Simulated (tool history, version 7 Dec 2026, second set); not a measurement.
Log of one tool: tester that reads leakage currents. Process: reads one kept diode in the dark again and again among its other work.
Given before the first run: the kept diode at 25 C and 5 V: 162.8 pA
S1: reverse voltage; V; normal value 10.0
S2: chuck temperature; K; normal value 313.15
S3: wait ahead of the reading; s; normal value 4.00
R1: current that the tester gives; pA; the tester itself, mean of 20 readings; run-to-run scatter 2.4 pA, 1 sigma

Run 1, hour 0.0: usual settings. Result: R1 785.90 pA.
Run 2, hour 20.7: usual settings but S1 2.0 V. Result: R1 342.85 pA.
Run 3, hour 62.7: usual settings but S1 2.0 V. Result: R1 342.48 pA.
Run 4, hour 93.6: usual settings but S1 2.0 V. Result: R1 344.88 pA.
Run 5, hour 135.2: usual settings but S1 2.0 V. Result: R1 344.49 pA.
Run 6, hour 178.1: usual settings but S1 5.3 V. Result: R1 564.72 pA.
Run 7, hour 201.5: usual settings. Result: R1 784.34 pA.
Run 8, hour 234.3: usual settings but S2 326.15 K. Result: R1 2117.30 pA.
Run 9, hour 254.8: usual settings but S3 1.37 s. Result: R1 785.95 pA.
Run 10, hour 298.4: usual settings but S3 1.37 s. Result: R1 784.39 pA.
Run 11, hour 325.4: usual settings but S3 1.37 s. Result: R1 786.06 pA.
Run 12, hour 353.4: usual settings but S3 1.37 s. Result: R1 778.54 pA.
Run 13, hour 388.9: usual settings but S3 1.37 s. Result: R1 780.62 pA.
Run 14, hour 416.6: usual settings but S1 2.1 V, S2 299.15 K, S3 0.58 s. Result: R1 110.31 pA.
At hour 422.6: tester calibrated.
Run 15, hour 448.0: usual settings but S1 14.9 V, S2 325.15 K, S3 5.74 s. Result: R1 2398.15 pA.
Run 16, hour 490.7: usual settings but S1 14.9 V, S2 325.15 K, S3 5.74 s. Result: R1 2386.69 pA.
At hour 499.4: tester calibrated, once more.
Run 17, hour 532.7: usual settings but S1 14.9 V, S2 294.15 K, S3 5.02 s. Result: R1 192.46 pA.
Run 18, hour 569.2: usual settings but S1 14.9 V, S2 294.15 K, S3 5.02 s. Result: R1 192.39 pA.
At hour 573.6: chuck's temperature calibrated.
Run 19, hour 604.9: usual settings but S1 5.6 V, S2 303.15 K, S3 1.96 s. Result: R1 267.93 pA.
Run 20, hour 624.3: usual settings but S1 14.5 V, S2 307.15 K, S3 8.53 s. Result: R1 604.86 pA.
Run 21, hour 668.3: usual settings but S1 2.3 V, S2 305.15 K, S3 5.18 s. Result: R1 198.81 pA.
Run 22, hour 701.1: usual settings but S1 4.6 V, S2 300.15 K, S3 3.72 s. Result: R1 187.21 pA.
Run 23, hour 740.8: usual settings but S1 1.0 V, S2 316.15 K, S3 1.95 s. Result: R1 312.26 pA.

3 options for the next run, each taken on its own from the tool as it stands now. Forecast them:
Run A, hour 764.5: usual settings but S1 1.0 V, S2 293.15 K, S3 0.71 s. Result: R1 ?.
Run B, hour 764.5: usual settings but S1 7.9 V, S2 307.15 K. Result: R1 ?.
Run C, hour 764.5: usual settings but S1 4.1 V, S2 330.15 K. Result: R1 ?.

run       R1
  A    46.07
  B   440.74
  C  1825.36
Without the tool's unlogged condition, the same runs would have read:
run       R1
  A    46.00
  B   440.20
  C  1826.31
